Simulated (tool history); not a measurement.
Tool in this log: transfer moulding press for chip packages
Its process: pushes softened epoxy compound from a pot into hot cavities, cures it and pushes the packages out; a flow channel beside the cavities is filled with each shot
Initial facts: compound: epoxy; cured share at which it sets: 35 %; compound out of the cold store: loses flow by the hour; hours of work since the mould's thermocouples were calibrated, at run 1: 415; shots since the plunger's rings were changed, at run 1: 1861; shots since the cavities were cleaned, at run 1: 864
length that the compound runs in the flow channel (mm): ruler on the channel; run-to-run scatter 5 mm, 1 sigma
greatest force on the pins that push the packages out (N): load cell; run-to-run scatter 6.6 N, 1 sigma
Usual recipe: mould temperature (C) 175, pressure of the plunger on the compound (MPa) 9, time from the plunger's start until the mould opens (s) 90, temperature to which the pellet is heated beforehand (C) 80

run   hour  mould temperature (C)  pressure of the plunger on the compound (MPa)  time from the plunger's start until the mould opens (s)  temperature to which the pellet is heated beforehand (C)  hours of work since the mould's thermocouples were calibrated  shots since the plunger's rings were changed  shots since the cavities were cleaned  incoming compound's hours out of the cold store  length that the compound runs in the flow channel (mm)  greatest force on the pins that push the packages out (N)
  1      0                    175                                              9                                                       90                                                        80                                                            415                                          1861                                    864                                             16.6                                                     824                                                        270
      17.6  -- cavities cleaned with cleaning compound and waxed
  2   25.3                    175                                              9                                                       90                                                        80                                                            426                                          2089                                     74                                             42.3                                                     759                                                        242
  3   51.5                    175                                              9                                                       90                                                        80                                                            438                                          2339                                    324                                             28.7                                                     784                                                        270
  4   75.7                    175                                              9                                                       90                                                        80                                                            449                                          2569                                    554                                             12.9                                                     838                                                        266
  5   88.6                    175                                              9                                                       90                                                        73                                                            455                                          2692                                    677                                             42.2                                                     758                                                        265
  6  100.3                    175                                              9                                                       90                                                        73                                                            460                                          2804                                    789                                               36                                                     775                                                        275
     124.4  -- cavities cleaned with cleaning compound and waxed
  7  124.4                    173                                              9                                                       90                                                        73                                                            471                                          3019                                      0                                             12.2                                                     845                                                        299
  8  137.5                    173                                              9                                                       90                                                        73                                                            477                                          3144                                    125                                             39.2                                                     761                                                        295
  9  156.6                    173                                              9                                                       90                                                        73                                                            486                                          3327                                    308                                             25.4                                                     798                                                        301
 10  176.8                    173                                              9                                                       90                                                        73                                                            495                                          3519                                    500                                             10.4                                                     847                                                        310
 11    189                    173                                              9                                                       90                                                        73                                                            501                                          3636                                    617                                             40.3                                                     773                                                        283
 12  208.9                    175                                           9.26                                                       90                                                        80                                                            510                                          3825                                    806                                             46.3                                                     760                                                        261
     232.5  -- cavities cleaned with cleaning compound and waxed
 13  233.9                    175                                              9                                                       78                                                        80                                                            521                                          4050                                     13                                             17.5                                                     815                                                        361
     238.8  -- plunger's sealing rings changed
 14    248                    175                                              9                                                       90                                                        80                                                            526                                            87                                    123                                             13.6                                                     829                                                        257
 15  262.7                    175                                              9                                                       90                                                        86                                                            533                                           228                                    264                                             11.3                                                     837                                                        265
 16  285.7                    175                                              9                                                       90                                                        86                                                            544                                           447                                    483                                             47.6                                                     748                                                        252
 17  311.9                    168                                           8.51                                                       75                                                        79                                                            556                                           697                                    733                                             18.4                                                     811                                                        647
 18  326.9                    176                                           8.44                                                      126                                                        72                                                            563                                           840                                    876                                             30.3                                                     763                                                        216
     342.4  -- cavities cleaned with cleaning compound and waxed
 19  349.4                    168                                           8.44                                                      121                                                        72                                                            572                                          1041                                     67                                             26.3                                                     799                                                        240
 20  374.5                    168                                           8.44                                                      121                                                        72                                                            584                                          1280                                    306                                             42.5                                                     760                                                        238
 21  395.4                    167                                              9                                                       90                                                        75                                                            594                                          1479                                    505                                               21                                                     831                                                        453
 22  417.8                    167                                              9                                                       90                                                        75                                                            604                                          1692                                    718                                             39.2                                                     793                                                        423
 23  432.4                    175                                              9                                                       90                                                        81                                                            611                                          1832                                    858                                             34.1                                                     776                                                        255
     449.7  -- cavities cleaned with cleaning compound and waxed
 24  454.2                    182                                           9.18                                                      125                                                        89                                                            620                                          2025                                     42                                             22.8                                                     798                                                        206
 25  478.9                    167                                              9                                                       90                                                        78                                                            632                                          2261                                    278                                             40.8                                                     787                                                        419
 26  489.8                    178                                              9                                                       90                                                        76                                                            637                                          2366                                    383                                             13.3                                                     829                                                        231
 27  501.5                    175                                           7.48                                                       90                                                        82                                                            642                                          2477                                    494                                             17.9                                                     745                                                        263
 28  527.6                    175                                           7.48                                                       90                                                        82                                                            654                                          2726                                    743                                             13.6                                                     745                                                        262

Predict each of these 4 candidate next runs independently; none follows another, all start after run 28:
  A  539.4                    175                                              9                                                       90                                                        84                                                            660                                          2838                                    855                                             20.2                                                       ?                                                          ?
  B  539.4                    175                                              9                                                       75                                                        80                                                            660                                          2838                                    855                                             30.9                                                       ?                                                          ?
  C  539.4                    175                                          10.13                                                       90                                                        82                                                            660                                          2838                                    855                                               32                                                       ?                                                          ?
  D  539.4                    175                                          10.03                                                      116                                                        82                                                            660                                          2838                                    855                                             34.6                                                       ?                                                          ?

run  length that the compound runs in the flow channel (mm)  greatest force on the pins that push the packages out (N)
  A                                                     818                                                        259
  B                                                     794                                                        384
  C                                                     829                                                        266
  D                                                     819                                                        219
With no hidden state in the tool, these same runs would have given:
run  length that the compound runs in the flow channel (mm)  greatest force on the pins that push the packages out (N)
  A                                                     819                                                        255
  B                                                     795                                                        378
  C                                                     830                                                        262
  D                                                     820                                                        216

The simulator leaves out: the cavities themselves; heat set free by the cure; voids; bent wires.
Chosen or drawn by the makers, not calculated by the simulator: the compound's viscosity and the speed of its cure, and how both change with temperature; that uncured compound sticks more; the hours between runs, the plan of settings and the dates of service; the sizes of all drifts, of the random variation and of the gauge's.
